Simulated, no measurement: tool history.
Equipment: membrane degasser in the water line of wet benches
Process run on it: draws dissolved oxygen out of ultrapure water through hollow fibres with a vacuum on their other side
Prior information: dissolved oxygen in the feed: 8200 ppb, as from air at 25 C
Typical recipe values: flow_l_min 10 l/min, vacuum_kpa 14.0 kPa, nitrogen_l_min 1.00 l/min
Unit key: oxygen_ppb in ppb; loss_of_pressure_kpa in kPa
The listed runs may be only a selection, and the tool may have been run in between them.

run 1 day=0.000 | flow_l_min=10 vacuum_kpa=14.0 nitrogen_l_min=1.00 | oxygen_ppb=255.8 loss_of_pressure_kpa=36.25
run 2 day=5.646 | flow_l_min=10 vacuum_kpa=14.0 nitrogen_l_min=1.00 | oxygen_ppb=257.3 loss_of_pressure_kpa=36.29
run 3 day=10.100 | flow_l_min=10 vacuum_kpa=22.5 nitrogen_l_min=1.00 | oxygen_ppb=442.2 loss_of_pressure_kpa=36.19
run 4 day=15.275 | flow_l_min=7 vacuum_kpa=22.5 nitrogen_l_min=1.00 | oxygen_ppb=317.4 loss_of_pressure_kpa=25.55
run 5 day=17.779 | flow_l_min=13 vacuum_kpa=14.0 nitrogen_l_min=1.00 | oxygen_ppb=340.8 loss_of_pressure_kpa=47.00
run 6 day=22.158 | flow_l_min=10 vacuum_kpa=14.0 nitrogen_l_min=0.91 | oxygen_ppb=278.2 loss_of_pressure_kpa=36.24
run 7 day=27.646 | flow_l_min=10 vacuum_kpa=14.0 nitrogen_l_min=0.80 | oxygen_ppb=312.9 loss_of_pressure_kpa=36.21
run 8 day=32.038 | flow_l_min=10 vacuum_kpa=14.0 nitrogen_l_min=0.80 | oxygen_ppb=315.0 loss_of_pressure_kpa=36.27
run 9 day=37.833 | flow_l_min=10 vacuum_kpa=14.0 nitrogen_l_min=0.80 | oxygen_ppb=314.4 loss_of_pressure_kpa=36.25
run 10 day=42.658 | flow_l_min=10 vacuum_kpa=14.0 nitrogen_l_min=0.80 | oxygen_ppb=313.0 loss_of_pressure_kpa=36.22
run 11 day=45.475 | flow_l_min=10 vacuum_kpa=14.0 nitrogen_l_min=0.78 | oxygen_ppb=322.4 loss_of_pressure_kpa=36.23
run 12 day=48.492 | flow_l_min=10 vacuum_kpa=14.0 nitrogen_l_min=1.81 | oxygen_ppb=151.7 loss_of_pressure_kpa=36.15
run 13 day=50.979 | flow_l_min=10 vacuum_kpa=14.0 nitrogen_l_min=1.00 | oxygen_ppb=258.0 loss_of_pressure_kpa=36.11
run 14 day=54.833 | flow_l_min=10 vacuum_kpa=14.0 nitrogen_l_min=1.00 | oxygen_ppb=258.8 loss_of_pressure_kpa=36.01
run 15 day=58.992 | flow_l_min=10 vacuum_kpa=14.0 nitrogen_l_min=1.00 | oxygen_ppb=260.9 loss_of_pressure_kpa=36.04
run 16 day=62.725 | flow_l_min=10 vacuum_kpa=14.0 nitrogen_l_min=0.43 | oxygen_ppb=532.9 loss_of_pressure_kpa=36.05
run 17 day=65.417 | flow_l_min=10 vacuum_kpa=14.0 nitrogen_l_min=0.43 | oxygen_ppb=535.1 loss_of_pressure_kpa=36.14
run 18 day=69.575 | flow_l_min=10 vacuum_kpa=14.0 nitrogen_l_min=0.43 | oxygen_ppb=529.0 loss_of_pressure_kpa=36.19
run 19 day=74.829 | flow_l_min=10 vacuum_kpa=14.0 nitrogen_l_min=0.43 | oxygen_ppb=525.6 loss_of_pressure_kpa=36.16
run 20 day=79.592 | flow_l_min=10 vacuum_kpa=12.6 nitrogen_l_min=0.43 | oxygen_ppb=464.5 loss_of_pressure_kpa=36.15
run 21 day=85.383 | flow_l_min=8 vacuum_kpa=20.6 nitrogen_l_min=2.10 | oxygen_ppb=162.9 loss_of_pressure_kpa=28.90
run 22 day=88.400 | flow_l_min=8 vacuum_kpa=13.8 nitrogen_l_min=2.10 | oxygen_ppb=100.8 loss_of_pressure_kpa=28.94
run 23 day=93.038 | flow_l_min=8 vacuum_kpa=32.1 nitrogen_l_min=1.00 | oxygen_ppb=525.9 loss_of_pressure_kpa=28.99
run 24 day=98.192 | flow_l_min=10 vacuum_kpa=10.6 nitrogen_l_min=0.62 | oxygen_ppb=274.3 loss_of_pressure_kpa=36.31
run 25 day=102.258 | flow_l_min=10 vacuum_kpa=10.6 nitrogen_l_min=0.62 | oxygen_ppb=273.6 loss_of_pressure_kpa=36.36
run 26 day=105.896 | flow_l_min=10 vacuum_kpa=8.5 nitrogen_l_min=0.70 | oxygen_ppb=180.1 loss_of_pressure_kpa=36.11
run 27 day=111.054 | flow_l_min=7 vacuum_kpa=32.0 nitrogen_l_min=0.63 | oxygen_ppb=700.6 loss_of_pressure_kpa=25.38
run 28 day=114.350 | flow_l_min=11 vacuum_kpa=32.0 nitrogen_l_min=0.63 | oxygen_ppb=1028.6 loss_of_pressure_kpa=39.70
run 29 day=119.604 | flow_l_min=7 vacuum_kpa=14.0 nitrogen_l_min=1.00 | oxygen_ppb=183.0 loss_of_pressure_kpa=25.26
run 30 day=125.000 | flow_l_min=9 vacuum_kpa=14.0 nitrogen_l_min=1.00 | oxygen_ppb=232.2 loss_of_pressure_kpa=32.78
run 31 day=129.812 | flow_l_min=9 vacuum_kpa=14.0 nitrogen_l_min=1.00 | oxygen_ppb=232.8 loss_of_pressure_kpa=32.59
run 32 day=132.950 | flow_l_min=9 vacuum_kpa=14.0 nitrogen_l_min=1.00 | oxygen_ppb=233.9 loss_of_pressure_kpa=32.44

Missing from the log above: 3 entries noted between runs. For each, name the pair of listed runs it sits between and say how the tool's hidden condition differs from the listed run just before to the listed run just after:
After run 11, before run 12: seals of the vacuum lines changed (day 48.492)
  air that leaks in behind the membrane, l/min: 0.0024 -> 0.002; drift of the gauge itself on oxygen_ppb, %: 0.99 -> 1.06
  what was measured, less what the result would be without the hidden state, oxygen_ppb: +3.5 -> +1.7 ppb
After run 17, before run 18: gauge calibrated (day 67.425)
  drift of the gauge itself on oxygen_ppb, %: 1.43 -> 0.05
  what was measured, less what the result would be without the hidden state, oxygen_ppb: +7.6 -> +0.4 ppb
After run 30, before run 31: vacuum gauge calibrated (day 126.292)
  drift of the gauge itself on oxygen_ppb, %: 1.26 -> 1.36
  what was measured, less what the result would be without the hidden state, oxygen_ppb: +3.1 -> +3.3 ppb
